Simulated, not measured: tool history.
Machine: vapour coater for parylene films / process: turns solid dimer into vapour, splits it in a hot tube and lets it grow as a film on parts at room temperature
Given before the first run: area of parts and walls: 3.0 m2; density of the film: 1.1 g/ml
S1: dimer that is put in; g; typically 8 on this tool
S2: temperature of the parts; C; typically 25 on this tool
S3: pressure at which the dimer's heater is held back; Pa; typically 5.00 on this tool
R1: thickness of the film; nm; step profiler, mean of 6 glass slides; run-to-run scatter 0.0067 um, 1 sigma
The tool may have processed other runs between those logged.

| run | day | S1 | S2 | S3 | R1 |
|---|---|---|---|---|---|
| 1 | 0.000 | 8 | 25 | 5.00 | 1528 |
| 2 | 0.421 | 8 | 25 | 5.00 | 1547 |
| 3 | 1.200 | 8 | 25 | 5.00 | 1532 |
| 4 | 1.600 | 8 | 25 | 8.26 | 1388 |
| 5 | 2.208 | 8 | 25 | 8.26 | 1379 |
| 6 | 2.608 | 8 | 25 | 5.00 | 1522 |
| 7 | 3.433 | 8 | 25 | 5.00 | 1537 |
| 8 | 4.154 | 8 | 25 | 5.00 | 1532 |
| 9 | 4.812 | 8 | 25 | 8.47 | 1368 |
|  | 5.046 | trap's valve overhauled |
| 10 | 5.342 | 8 | 25 | 8.47 | 1325 |
| 11 | 6.192 | 8 | 25 | 8.47 | 1325 |
| 12 | 6.588 | 8 | 25 | 8.47 | 1330 |
| 13 | 7.442 | 8 | 32 | 8.47 | 1160 |
|  | 7.679 | trap's valve overhauled, once more |
| 14 | 8.129 | 8 | 32 | 8.47 | 1246 |
| 15 | 8.833 | 7 | 20 | 7.35 | 1466 |
| 16 | 9.188 | 7 | 22 | 3.10 | 1692 |
| 17 | 9.771 | 7 | 22 | 3.10 | 1689 |
| 18 | 10.283 | 4 | 31 | 4.02 | 757 |
| 19 | 11.067 | 9 | 21 | 4.02 | 2089 |
| 20 | 11.862 | 3 | 37 | 3.70 | 509 |
| 21 | 12.408 | 12 | 35 | 6.89 | 1841 |
| 22 | 12.871 | 12 | 35 | 6.89 | 1837 |
| 23 | 13.629 | 4 | 35 | 5.61 | 636 |
| 24 | 14.200 | 4 | 33 | 7.93 | 626 |
| 25 | 14.562 | 4 | 33 | 7.93 | 613 |

Per-run results on a tool with no hidden state, each run keeping its own random variation:
Hidden conditions of the tool in this case: vapour lost through the trap's worn valve, %; true temperature of the parts over the reading, C; drift of the gauge itself on film_um, %.
| run | R1 |
|---|---|
| 1 | 1616 |
| 2 | 1637 |
| 3 | 1624 |
| 4 | 1471 |
| 5 | 1464 |
| 6 | 1617 |
| 7 | 1634 |
| 8 | 1632 |
| 9 | 1458 |
| 10 | 1449 |
| 11 | 1451 |
| 12 | 1457 |
| 13 | 1272 |
| 14 | 1237 |
| 15 | 1458 |
| 16 | 1684 |
| 17 | 1682 |
| 18 | 755 |
| 19 | 2085 |
| 20 | 509 |
| 21 | 1842 |
| 22 | 1839 |
| 23 | 637 |
| 24 | 628 |
| 25 | 616 |
